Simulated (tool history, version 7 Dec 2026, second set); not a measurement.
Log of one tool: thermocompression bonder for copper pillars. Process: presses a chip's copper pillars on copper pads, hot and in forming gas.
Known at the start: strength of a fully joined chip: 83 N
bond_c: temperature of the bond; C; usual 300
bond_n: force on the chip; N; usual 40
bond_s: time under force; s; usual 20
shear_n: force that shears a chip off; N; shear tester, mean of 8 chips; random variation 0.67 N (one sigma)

run	hour	bond_c	bond_n	bond_s	shear_n
1	0.0	300	40	20	48.8
2	10.7	300	40	20	48.4
3	22.3	300	40	20	47.7
4	35.4	300	40	47	60.5
5	49.2	300	40	47	60.6
6	64.5	300	40	47	59.5
7	75.8	291	40	20	43.5
8	85.0	290	40	20	40.5
9	96.0	290	40	20	41.6
10	107.9	290	29	20	34.7
11	118.1	285	27	44	41.6
12	128.1	321	29	32	57.3
13	139.0	310	40	20	52.6

The same runs without the tool's hidden state, with the same run-to-run variation:
The hidden state here: true temperature of the bond over the reading, C; force that reaches the chip, % of what is set; oxide that the forming gas leaves, % of the face; drift of the gauge itself on shear_n, %.
run	shear_n
1	49.1
2	48.8
3	48.4
4	61.9
5	62.3
6	61.4
7	44.6
8	41.6
9	42.9
10	35.8
11	43.2
12	60.3
13	55.2
